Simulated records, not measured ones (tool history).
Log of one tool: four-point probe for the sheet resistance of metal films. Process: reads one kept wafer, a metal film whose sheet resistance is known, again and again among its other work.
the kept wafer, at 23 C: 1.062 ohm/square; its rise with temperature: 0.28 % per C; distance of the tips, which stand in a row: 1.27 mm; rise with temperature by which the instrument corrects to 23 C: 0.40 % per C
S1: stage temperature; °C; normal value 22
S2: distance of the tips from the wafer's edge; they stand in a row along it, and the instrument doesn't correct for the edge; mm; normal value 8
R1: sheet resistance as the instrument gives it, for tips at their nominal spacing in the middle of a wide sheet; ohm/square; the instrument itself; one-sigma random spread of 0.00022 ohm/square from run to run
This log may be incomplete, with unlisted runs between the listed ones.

| run | hour | S1 | S2 | R1 |
|---|---|---|---|---|
| 1 | 0 | 22 | 8 | 1.07673 |
| 2 | 18 | 22 | 8 | 1.076949 |
| 3 | 37.5 | 22 | 8 | 1.07701 |
| 4 | 55.7 | 22 | 8 | 1.076998 |
| 5 | 67.1 | 22 | 31 | 1.063349 |
| 6 | 83.1 | 22 | 31 | 1.064044 |
| 7 | 98.1 | 22 | 8 | 1.07679 |
| 8 | 109.8 | 22 | 8 | 1.076905 |
| 9 | 132.8 | 22 | 8 | 1.076645 |
| 10 | 153.8 | 22 | 8 | 1.076686 |
| 11 | 181.1 | 22 | 8 | 1.077007 |
| 12 | 201 | 20 | 8 | 1.080162 |
| 13 | 221.4 | 20 | 8 | 1.079991 |
| 14 | 238.1 | 20 | 8 | 1.079313 |
| 15 | 265.4 | 20 | 8 | 1.079528 |
| 16 | 281.9 | 22 | 8 | 1.077042 |
| 17 | 293.8 | 22 | 8 | 1.077388 |
| 18 | 309.3 | 22 | 54 | 1.063395 |
| 19 | 323.8 | 21 | 8 | 1.078544 |
| 20 | 348.1 | 26 | 8 | 1.072016 |
| 21 | 369.6 | 22 | 8 | 1.076851 |
| 22 | 382.7 | 22 | 8 | 1.07746 |
| 23 | 407.4 | 22 | 8 | 1.077425 |
| 24 | 422.5 | 21 | 7 | 1.082628 |
| 25 | 446.8 | 21 | 7 | 1.082867 |
| 26 | 472.9 | 31 | 34 | 1.052001 |
| 27 | 499.6 | 31 | 34 | 1.052135 |
| 28 | 518.2 | 31 | 34 | 1.052904 |
| 29 | 539.9 | 22 | 6 | 1.087892 |
| 30 | 555.3 | 22 | 6 | 1.088129 |
| 31 | 571.7 | 22 | 6 | 1.088234 |
| 32 | 598.9 | 35 | 19 | 1.048961 |
| 33 | 620.5 | 21 | 3 | 1.157596 |
| 34 | 642 | 29 | 3 | 1.146227 |
| 35 | 665.4 | 29 | 3 | 1.145985 |
| 36 | 678.5 | 29 | 3 | 1.146597 |
| 37 | 699.5 | 29 | 3 | 1.145968 |
| 38 | 725.1 | 25 | 25 | 1.060795 |
| 39 | 741.1 | 25 | 25 | 1.060819 |
| 40 | 762.7 | 19 | 6 | 1.092196 |
| 41 | 780.1 | 22 | 15 | 1.067224 |
| 42 | 791.9 | 20 | 35 | 1.066939 |
| 43 | 814.2 | 29 | 28 | 1.055417 |
| 44 | 830.3 | 29 | 7 | 1.072689 |

Branching from run 44: 5 alternative next runs. What would each branch give?
| A | 852 | 28 | 56 | ? |
| B | 852 | 34 | 38 | ? |
| C | 852 | 19 | 6 | ? |
| D | 852 | 22 | 3 | ? |
| E | 852 | 26 | 6 | ? |

| run | R1 |
|---|---|
| A | 1.055738 |
| B | 1.048882 |
| C | 1.092189 |
| D | 1.156161 |
| E | 1.082787 |
What these runs would have given with no unlogged condition in the tool:
| run | R1 |
|---|---|
| A | 1.055714 |
| B | 1.04885 |
| C | 1.092178 |
| D | 1.156148 |
| E | 1.082766 |

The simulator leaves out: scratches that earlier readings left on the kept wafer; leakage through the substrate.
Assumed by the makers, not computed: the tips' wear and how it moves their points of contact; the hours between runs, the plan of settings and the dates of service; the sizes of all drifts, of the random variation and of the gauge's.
